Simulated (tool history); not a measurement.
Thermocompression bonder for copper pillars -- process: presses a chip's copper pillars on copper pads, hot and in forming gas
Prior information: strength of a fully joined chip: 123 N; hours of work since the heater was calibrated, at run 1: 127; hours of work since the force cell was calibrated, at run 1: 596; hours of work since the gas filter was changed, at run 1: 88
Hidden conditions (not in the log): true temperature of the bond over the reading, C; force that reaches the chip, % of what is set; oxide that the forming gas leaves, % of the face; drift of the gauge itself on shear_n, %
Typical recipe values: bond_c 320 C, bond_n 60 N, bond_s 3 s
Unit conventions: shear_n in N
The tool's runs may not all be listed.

run	hour	bond_c	bond_n	bond_s	hours of work since the heater was calibrated	hours of work since the force cell was calibrated	hours of work since the gas filter was changed	shear_n
1	0.0	320	60	3	127	596	88	53.0
2	16.8	320	60	3	139	609	100	53.8
3	30.5	320	60	3	149	619	110	51.3
4	51.1	316	60	3	164	634	126	48.8
# hour 55.6: forming gas filter changed
5	73.1	316	60	2	180	649	13	47.1
6	91.5	320	60	3	193	663	26	55.6
7	112.2	320	60	3	209	678	41	55.6
8	136.2	320	60	3	226	696	59	53.9
9	160.2	291	60	3	244	713	77	41.3
10	174.8	291	60	2	255	724	87	33.6
11	198.5	291	60	2	272	741	105	33.0
12	210.7	320	90	3	281	750	114	65.2
13	230.4	320	90	3	295	765	128	65.0
# hour 232.4: forming gas filter changed
14	241.3	320	90	3	303	772	6	70.2
15	262.0	320	90	3	318	788	22	70.7
16	273.4	320	83	3	326	796	30	65.6
17	287.3	320	83	3	337	806	40	66.3
# hour 290.6: heater calibrated with a thermocouple chip
18	303.5	320	83	3	9	817	51	65.5
19	324.4	320	60	3	25	832	66	54.3
20	345.9	310	60	3	41	848	82	48.7
21	365.1	339	60	4	55	862	96	67.0
22	376.1	339	60	4	63	870	104	68.1
23	395.3	331	38	7	77	884	118	59.0
# hour 410.9: forming gas filter changed
24	417.5	317	37	2	93	900	5	35.0
# hour 422.6: heater calibrated with a thermocouple chip, once more
25	437.7	320	37	3	11	913	18	42.9
26	451.6	320	37	3	21	923	28	42.3
27	471.1	344	76	3	36	938	43	75.6
28	486.2	343	54	2	47	949	54	54.4
29	503.6	343	54	2	59	961	67	53.8
30	518.2	343	54	2	70	972	77	53.2
31	537.6	327	60	2	84	986	91	49.3
32	549.6	327	60	2	93	995	100	48.1
33	564.5	293	62	5	104	1006	111	50.5
34	587.9	320	48	3	121	1023	128	45.3
# hour 589.8: forming gas filter changed
35	606.5	300	51	3	134	1036	12	43.8
36	623.6	312	60	3	147	1049	25	53.3
37	634.9	339	78	2	155	1057	33	66.3
38	648.8	320	60	2	165	1067	43	47.1
39	672.4	298	53	2	183	1085	61	33.9
40	682.8	298	53	2	190	1092	68	35.9

Pick out some run-to-run changes in shear_n. Of each, how much would a tool without hidden state show as well, from the settings, what came in and chance, and how much is left for the hidden state and any gauge scatter not in both results compared?
Run 4 -> 5: bond_s 3 -> 2, forming gas filter changed. shear_n -1.7 N: hidden state +5.3, all else -7.0.
Run 11 -> 12: bond_c 291 -> 320, bond_n 60 -> 90, bond_s 2 -> 3. shear_n +32.2 N: hidden state -3.9, all else +36.1.
Run 13 -> 14: forming gas filter changed. shear_n +5.2 N: hidden state +6.5, all else -1.3.
Run 23 -> 24: bond_c 331 -> 317, bond_n 38 -> 37, bond_s 7 -> 2, forming gas filter changed. shear_n -24.0 N: hidden state +6.3, all else -30.3.
Run 26 -> 27: bond_c 320 -> 344, bond_n 37 -> 76. shear_n +33.3 N: hidden state -1.9, all else +35.2.
